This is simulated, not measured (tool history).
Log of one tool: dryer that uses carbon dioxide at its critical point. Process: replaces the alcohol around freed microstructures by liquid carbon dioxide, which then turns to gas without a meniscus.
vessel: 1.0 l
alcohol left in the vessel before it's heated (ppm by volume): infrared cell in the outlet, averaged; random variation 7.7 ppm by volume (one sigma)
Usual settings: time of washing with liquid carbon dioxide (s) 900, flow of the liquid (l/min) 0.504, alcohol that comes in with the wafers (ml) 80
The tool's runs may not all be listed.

run   hour  time of washing with liquid carbon dioxide (s)  flow of the liquid (l/min)  alcohol that comes in with the wafers (ml)  alcohol left in the vessel before it's heated (ppm by volume)
  1    0.0                                             900                       0.504                                          80                                                            515
  2   33.6                                             900                       0.504                                          80                                                            516
  3   63.1                                             900                       0.504                                          80                                                            545
  4  104.2                                             900                       0.504                                          80                                                            561
  5  132.6                                             900                       0.504                                          80                                                            580
  6  164.9                                             900                       0.504                                          80                                                            603
  7  199.4                                             900                       0.504                                          80                                                            638
  8  240.2                                             900                       0.504                                          80                                                            633
  9  289.2                                             900                       0.504                                          80                                                            675
 10  314.6                                             900                       0.504                                          80                                                            688
 11  361.6                                             900                       0.504                                          80                                                            753
 12  384.4                                             900                       0.504                                          80                                                            747
 13  410.9                                             600                       0.504                                          80                                                           3483
 14  454.7                                             900                       0.682                                          80                                                            220
     495.5  -- inlet filter changed
 15  507.6                                             900                       0.733                                          58                                                             95
 16  535.4                                             780                       0.346                                          80                                                           3519
 17  574.0                                             720                       0.346                                          80                                                           4485
 18  609.1                                             720                       0.346                                          80                                                           4390
 19  648.6                                            1020                       0.504                                          26                                                            158
 20  689.9                                            1380                       0.560                                          35                                                             82
 21  733.3                                            1380                       0.560                                          35                                                            108
 22  757.2                                             900                       0.456                                          29                                                            378
 23  790.0                                             900                       0.456                                          29                                                            399

5 ways to go on from here, each from the tool as it stands after run 23. What would each give?
  A  843.0                                             900                       0.495                                          29                                                              ?
  B  843.0                                            1200                       0.456                                         111                                                              ?
  C  843.0                                             780                       0.494                                          69                                                              ?
  D  843.0                                            1140                       0.446                                          62                                                              ?
  E  843.0                                             900                       0.827                                          61                                                              ?

run  alcohol left in the vessel before it's heated (ppm by volume)
  A                                                            324
  B                                                            369
  C                                                           1127
  D                                                            328
  E                                                            127
Without the tool's hidden state the same runs would have given:
run  alcohol left in the vessel before it's heated (ppm by volume)
  A                                                            160
  B                                                            175
  C                                                            757
  D                                                            156
  E                                                             19
